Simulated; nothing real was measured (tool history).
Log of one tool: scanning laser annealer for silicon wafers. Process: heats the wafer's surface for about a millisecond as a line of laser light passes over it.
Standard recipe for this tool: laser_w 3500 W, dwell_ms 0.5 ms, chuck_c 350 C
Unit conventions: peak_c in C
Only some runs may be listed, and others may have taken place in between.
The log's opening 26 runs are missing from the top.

run,hour,laser_w,dwell_ms,chuck_c,hours of work since the window was cleaned,hours of work since the power meter was calibrated,hours of work since the optics were aligned,peak_c
27,263.5,3793,0.489,350,74,390,476,1161
28,276.1,3793,0.489,370,83,400,485,1182
29,282.5,3236,0.5,383,88,404,490,1057
30,292.5,3236,0.5,383,96,412,498,1060
31,299.9,3236,0.5,383,101,417,503,1055
32,309.6,3376,0.483,323,108,425,510,1023
33,315.5,3376,0.483,323,113,429,515,1022
34,324,3592,0.568,366,119,435,521,1184
35,331.9,3518,0.526,350,125,441,527,1115

Run 36 comes next. What will it give?
36,340.5,3119,0.604,332,131,448,533,?

Logged for run 36: peak_c 1039 C.
Minus the tool's unlogged condition, the same run would have read peak_c 1039 C.
